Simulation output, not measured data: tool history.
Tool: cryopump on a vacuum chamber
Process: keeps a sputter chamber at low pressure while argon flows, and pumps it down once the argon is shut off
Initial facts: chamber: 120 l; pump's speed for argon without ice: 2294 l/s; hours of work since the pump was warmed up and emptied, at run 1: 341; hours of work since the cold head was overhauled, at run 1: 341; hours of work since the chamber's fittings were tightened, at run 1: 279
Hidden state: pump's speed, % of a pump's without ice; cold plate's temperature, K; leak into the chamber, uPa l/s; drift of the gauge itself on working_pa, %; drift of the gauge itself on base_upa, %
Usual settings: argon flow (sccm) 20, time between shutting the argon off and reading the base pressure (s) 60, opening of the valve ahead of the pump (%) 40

run   hour  argon flow (sccm)  time between shutting the argon off and reading the base pressure (s)  opening of the valve ahead of the pump (%)  hours of work since the pump was warmed up and emptied  hours of work since the cold head was overhauled  hours of work since the chamber's fittings were tightened  pressure while argon flows (Pa)  pressure after the wait (uPa)
  1      0                 20                                                                     60                                          40                                                     341                                               341                                                        279                           0.0404                           1.06
  2   44.1                 20                                                                     60                                          40                                                     373                                               373                                                        312                           0.0417                           1.14
  3   79.8                 20                                                                     60                                          40                                                     399                                               399                                                        338                           0.0425                            1.2
     100.8  -- pump warmed up, emptied and cooled again
  4    128                 20                                                                     60                                          40                                                      20                                               431                                                        370                           0.0367                           1.01
  5  168.5                 21                                                                     60                                          40                                                      50                                               461                                                        400                           0.0396                           1.08
  6  195.6                 20                                                                     37                                          40                                                      70                                               481                                                        419                           0.0381                           1.48
  7  238.1                 37                                                                     81                                          27                                                     101                                               512                                                        451                            0.102                           1.04
  8  262.1                 37                                                                     81                                          27                                                     119                                               530                                                        468                           0.1025                              1
  9  301.1                 13                                                                    200                                          40                                                     147                                               558                                                        497                           0.0254                           0.81
 10  346.3                 12                                                                    200                                          27                                                     181                                               592                                                        530                           0.0341                           0.89
 11  389.3                  8                                                                     30                                          46                                                     212                                               623                                                        562                           0.0143                           1.89
 12  430.2                 20                                                                     26                                          40                                                     242                                               653                                                        592                           0.0395                           2.11

3 ways to go on from here, each from the tool as it stands after run 12. What would each give?
  A  475.9                 13                                                                     26                                          40                                                     276                                               687                                                        626                                ?                              ?
  B  475.9                 20                                                                     38                                          40                                                     276                                               687                                                        626                                ?                              ?
  C  475.9                 20                                                                    149                                          35                                                     276                                               687                                                        626                                ?                              ?

run  pressure while argon flows (Pa)  pressure after the wait (uPa)
  A                           0.0259                           2.12
  B                           0.0404                           1.78
  C                           0.0453                           1.09
Had the tool no hidden state, the same runs would have come out as:
run  pressure while argon flows (Pa)  pressure after the wait (uPa)
  A                           0.0239                           1.38
  B                           0.0374                           1.01
  C                           0.0423                           0.33
